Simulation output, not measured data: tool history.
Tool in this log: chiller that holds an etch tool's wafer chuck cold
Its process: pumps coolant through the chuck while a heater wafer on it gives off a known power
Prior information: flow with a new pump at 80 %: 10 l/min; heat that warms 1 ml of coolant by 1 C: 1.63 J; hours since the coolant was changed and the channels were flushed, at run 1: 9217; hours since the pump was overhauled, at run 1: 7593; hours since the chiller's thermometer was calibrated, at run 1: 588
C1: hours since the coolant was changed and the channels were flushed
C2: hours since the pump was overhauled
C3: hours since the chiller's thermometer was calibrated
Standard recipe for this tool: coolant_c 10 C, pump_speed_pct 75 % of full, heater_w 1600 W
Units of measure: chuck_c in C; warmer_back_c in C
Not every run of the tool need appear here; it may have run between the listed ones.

run 1 hour=0 | coolant_c=10 pump_speed_pct=75 heater_w=1600 | C1=9217 C2=7593 C3=588 | chuck_c=24.3 warmer_back_c=6.76
-- hour=160.3 coolant changed, channels flushed
run 2 hour=208.3 | coolant_c=10 pump_speed_pct=75 heater_w=1600 | C1=48 C2=7795 C3=790 | chuck_c=22.5 warmer_back_c=6.7
run 3 hour=331.2 | coolant_c=10 pump_speed_pct=77 heater_w=1600 | C1=171 C2=7918 C3=913 | chuck_c=22.4 warmer_back_c=6.57
run 4 hour=448.7 | coolant_c=17 pump_speed_pct=77 heater_w=1600 | C1=288 C2=8035 C3=1031 | chuck_c=29.4 warmer_back_c=6.68
run 5 hour=555.7 | coolant_c=9 pump_speed_pct=77 heater_w=1600 | C1=395 C2=8142 C3=1138 | chuck_c=21.5 warmer_back_c=6.59
run 6 hour=738.3 | coolant_c=10 pump_speed_pct=75 heater_w=1600 | C1=578 C2=8325 C3=1320 | chuck_c=22.9 warmer_back_c=6.85
run 7 hour=889.2 | coolant_c=10 pump_speed_pct=75 heater_w=1600 | C1=729 C2=8476 C3=1471 | chuck_c=22.9 warmer_back_c=6.81
run 8 hour=1076.8 | coolant_c=10 pump_speed_pct=75 heater_w=1600 | C1=916 C2=8663 C3=1659 | chuck_c=22.7 warmer_back_c=6.85
run 9 hour=1219.6 | coolant_c=10 pump_speed_pct=75 heater_w=1600 | C1=1059 C2=8806 C3=1802 | chuck_c=23 warmer_back_c=6.84
-- hour=1238.3 chiller's thermometer calibrated
run 10 hour=1372.9 | coolant_c=10 pump_speed_pct=75 heater_w=1068 | C1=1212 C2=8959 C3=135 | chuck_c=18.6 warmer_back_c=4.53
run 11 hour=1474.3 | coolant_c=10 pump_speed_pct=75 heater_w=1068 | C1=1313 C2=9060 C3=236 | chuck_c=19 warmer_back_c=4.54
run 12 hour=1666.9 | coolant_c=10 pump_speed_pct=75 heater_w=1022 | C1=1506 C2=9253 C3=429 | chuck_c=18.3 warmer_back_c=4.37
run 13 hour=1826.7 | coolant_c=10 pump_speed_pct=75 heater_w=1600 | C1=1665 C2=9412 C3=588 | chuck_c=23.3 warmer_back_c=6.86
run 14 hour=1981.5 | coolant_c=10 pump_speed_pct=75 heater_w=1600 | C1=1820 C2=9567 C3=743 | chuck_c=23.3 warmer_back_c=6.84
run 15 hour=2103.5 | coolant_c=10 pump_speed_pct=75 heater_w=1600 | C1=1942 C2=9689 C3=865 | chuck_c=23.4 warmer_back_c=6.89
-- hour=2286.9 chiller's thermometer calibrated, once more
run 16 hour=2307.8 | coolant_c=10 pump_speed_pct=75 heater_w=1600 | C1=2145 C2=9892 C3=21 | chuck_c=23.2 warmer_back_c=6.97
run 17 hour=2425.2 | coolant_c=10 pump_speed_pct=75 heater_w=1600 | C1=2263 C2=10010 C3=138 | chuck_c=23.3 warmer_back_c=6.91
run 18 hour=2578.6 | coolant_c=9 pump_speed_pct=66 heater_w=1600 | C1=2416 C2=10163 C3=292 | chuck_c=23.7 warmer_back_c=7.94
run 19 hour=2668.4 | coolant_c=9 pump_speed_pct=66 heater_w=1600 | C1=2506 C2=10253 C3=381 | chuck_c=23.9 warmer_back_c=7.92
run 20 hour=2805.4 | coolant_c=8 pump_speed_pct=77 heater_w=920 | C1=2643 C2=10390 C3=519 | chuck_c=15.6 warmer_back_c=3.79
run 21 hour=2928 | coolant_c=13 pump_speed_pct=62 heater_w=2223 | C1=2766 C2=10513 C3=641 | chuck_c=35 warmer_back_c=11.74
run 22 hour=3045 | coolant_c=13 pump_speed_pct=62 heater_w=2223 | C1=2883 C2=10630 C3=758 | chuck_c=35 warmer_back_c=11.81
run 23 hour=3198.8 | coolant_c=5 pump_speed_pct=91 heater_w=1144 | C1=3037 C2=10783 C3=912 | chuck_c=13.1 warmer_back_c=4.07
run 24 hour=3286.3 | coolant_c=6 pump_speed_pct=76 heater_w=1600 | C1=3124 C2=10871 C3=999 | chuck_c=19.5 warmer_back_c=6.83
run 25 hour=3397.8 | coolant_c=6 pump_speed_pct=76 heater_w=1600 | C1=3236 C2=10982 C3=1111 | chuck_c=19.3 warmer_back_c=6.98
-- hour=3490.6 coolant pump overhauled
run 26 hour=3558.3 | coolant_c=4 pump_speed_pct=73 heater_w=2060 | C1=3391 C2=68 C3=1266 | chuck_c=20.2 warmer_back_c=8.31
run 27 hour=3653.9 | coolant_c=11 pump_speed_pct=62 heater_w=1600 | C1=3487 C2=163 C3=1362 | chuck_c=25.6 warmer_back_c=7.65
run 28 hour=3839.4 | coolant_c=18 pump_speed_pct=62 heater_w=1324 | C1=3672 C2=349 C3=1548 | chuck_c=30.3 warmer_back_c=6.34
run 29 hour=3940.4 | coolant_c=12 pump_speed_pct=64 heater_w=1600 | C1=3773 C2=450 C3=1649 | chuck_c=26.5 warmer_back_c=7.44
run 30 hour=4060.4 | coolant_c=10 pump_speed_pct=69 heater_w=1600 | C1=3893 C2=570 C3=1769 | chuck_c=23.5 warmer_back_c=6.88
run 31 hour=4223 | coolant_c=10 pump_speed_pct=69 heater_w=1600 | C1=4056 C2=732 C3=1931 | chuck_c=23.5 warmer_back_c=6.96

5 ways to go on from here, each from the tool as it stands after run 31. What would each give?
run A hour=4359.6 | coolant_c=15 pump_speed_pct=75 heater_w=1600 | C1=4192 C2=869 C3=2068 | chuck_c=? warmer_back_c=?
run B hour=4359.6 | coolant_c=17 pump_speed_pct=85 heater_w=1472 | C1=4192 C2=869 C3=2068 | chuck_c=? warmer_back_c=?
run C hour=4359.6 | coolant_c=10 pump_speed_pct=75 heater_w=1600 | C1=4192 C2=869 C3=2068 | chuck_c=? warmer_back_c=?
run D hour=4359.6 | coolant_c=10 pump_speed_pct=75 heater_w=1455 | C1=4192 C2=869 C3=2068 | chuck_c=? warmer_back_c=?
run E hour=4359.6 | coolant_c=1 pump_speed_pct=75 heater_w=2223 | C1=4192 C2=869 C3=2068 | chuck_c=? warmer_back_c=?

run=A chuck_c=27.5 warmer_back_c=6.35
run=B chuck_c=27.3 warmer_back_c=5.13
run=C chuck_c=22.5 warmer_back_c=6.34
run=D chuck_c=21.4 warmer_back_c=5.78
run=E chuck_c=18.6 warmer_back_c=8.84
The same runs, with their run-to-run variation unchanged, on a tool lacking any hidden condition would have given:
run=A chuck_c=26.6 warmer_back_c=6.29
run=B chuck_c=26.5 warmer_back_c=5.09
run=C chuck_c=21.6 warmer_back_c=6.29
run=D chuck_c=20.6 warmer_back_c=5.74
run=E chuck_c=17.3 warmer_back_c=8.77
